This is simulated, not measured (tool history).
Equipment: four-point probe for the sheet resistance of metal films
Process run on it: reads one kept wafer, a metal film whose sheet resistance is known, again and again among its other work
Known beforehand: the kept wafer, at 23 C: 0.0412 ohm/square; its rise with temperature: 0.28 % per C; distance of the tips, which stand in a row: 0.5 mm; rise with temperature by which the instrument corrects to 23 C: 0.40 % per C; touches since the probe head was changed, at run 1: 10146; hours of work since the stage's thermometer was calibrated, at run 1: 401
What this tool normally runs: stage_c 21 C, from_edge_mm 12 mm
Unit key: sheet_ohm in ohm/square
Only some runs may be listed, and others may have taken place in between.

| run | day | stage_c | from_edge_mm | touches since the probe head was changed | hours of work since the stage's thermometer was calibrated | sheet_ohm |
|---|---|---|---|---|---|---|
| 1 | 0.000 | 21 | 12 | 10146 | 401 | 0.041389 |
| 2 | 1.450 | 21 | 12 | 10684 | 426 | 0.041393 |
| 3 | 3.054 | 20 | 12 | 11277 | 453 | 0.041434 |
| 4 | 4.625 | 20 | 12 | 11858 | 480 | 0.041436 |
| 5 | 5.808 | 21 | 12 | 12295 | 500 | 0.041383 |
| 6 | 7.996 | 21 | 12 | 13105 | 538 | 0.041395 |
| 7 | 9.258 | 19 | 12 | 13572 | 559 | 0.041474 |
| 8 | 10.679 | 19 | 12 | 14099 | 584 | 0.041475 |
| 9 | 12.212 | 19 | 12 | 14665 | 610 | 0.041467 |
| 10 | 13.738 | 19 | 12 | 15229 | 636 | 0.041483 |
| 11 | 14.725 | 19 | 10 | 15596 | 653 | 0.041500 |
| 12 | 15.912 | 21 | 12 | 16035 | 673 | 0.041375 |
| 13 | 17.625 | 21 | 12 | 16669 | 703 | 0.041377 |
| 14 | 19.792 | 21 | 12 | 17471 | 740 | 0.041372 |
| 15 | 21.896 | 21 | 12 | 18250 | 776 | 0.041368 |
| 16 | 23.021 | 21 | 12 | 18666 | 795 | 0.041365 |
| 17 | 24.275 | 21 | 15 | 19129 | 817 | 0.041348 |
| 18 | 25.562 | 26 | 12 | 19606 | 839 | 0.041120 |
| 19 | 26.692 | 21 | 12 | 20024 | 858 | 0.041359 |
| 20 | 28.108 | 21 | 59 | 20548 | 882 | 0.041325 |
| 21 | 29.438 | 21 | 59 | 21041 | 905 | 0.041322 |
| 22 | 31.017 | 21 | 59 | 21624 | 932 | 0.041312 |
| 23 | 33.029 | 21 | 4 | 22368 | 966 | 0.041673 |
| 24 | 34.342 | 21 | 4 | 22856 | 989 | 0.041668 |
| 25 | 35.738 | 33 | 12 | 23371 | 1013 | 0.040768 |
| 26 | 37.292 | 24 | 12 | 23946 | 1039 | 0.041195 |
| 27 | 39.071 | 24 | 12 | 24605 | 1070 | 0.041198 |
| 28 | 41.196 | 24 | 12 | 25392 | 1106 | 0.041189 |
| 29 | 43.333 | 25 | 3 | 26182 | 1143 | 0.041726 |
| 30 | 45.104 | 30 | 11 | 26838 | 1173 | 0.040913 |
| 31 | 47.175 | 30 | 21 | 27603 | 1209 | 0.040884 |
| 32 | 48.704 | 30 | 10 | 28170 | 1235 | 0.040922 |
| 33 | 50.021 | 34 | 11 | 28657 | 1257 | 0.040718 |
| 34 | 51.188 | 34 | 11 | 29089 | 1277 | 0.040725 |
|  | 51.683 | stage's thermometer calibrated |
| 35 | 52.642 | 34 | 11 | 29619 | 16 | 0.040755 |
| 36 | 54.671 | 34 | 11 | 30370 | 51 | 0.040750 |
| 37 | 55.850 | 27 | 22 | 30806 | 71 | 0.041044 |
| 38 | 57.271 | 29 | 4 | 31333 | 96 | 0.041301 |
| 39 | 59.046 | 20 | 8 | 31990 | 126 | 0.041453 |
| 40 | 60.075 | 25 | 68 | 32371 | 144 | 0.041115 |
| 41 | 62.100 | 21 | 10 | 33120 | 178 | 0.041375 |
| 42 | 63.654 | 21 | 68 | 33695 | 205 | 0.041315 |
| 43 | 65.788 | 21 | 68 | 34483 | 241 | 0.041308 |
| 44 | 67.558 | 21 | 68 | 35139 | 272 | 0.041315 |
| 45 | 68.558 | 20 | 72 | 35510 | 289 | 0.041363 |

Entry by entry between the runs, the difference in hidden state between the last listed run before and the first listed run after:
Logged between run 34 and run 35: stage's thermometer calibrated (day 51.683)
  inner tips' distance over the nominal, %: 0.071 -> 0.069; tips' flats over new ones', %: 21 -> 22; wafer's true temperature over the reading, C: -0.24 -> -0.01
  what was measured, less what the result would be without the hidden state, sheet_ohm: +0.000005 -> +0.000030 ohm/square

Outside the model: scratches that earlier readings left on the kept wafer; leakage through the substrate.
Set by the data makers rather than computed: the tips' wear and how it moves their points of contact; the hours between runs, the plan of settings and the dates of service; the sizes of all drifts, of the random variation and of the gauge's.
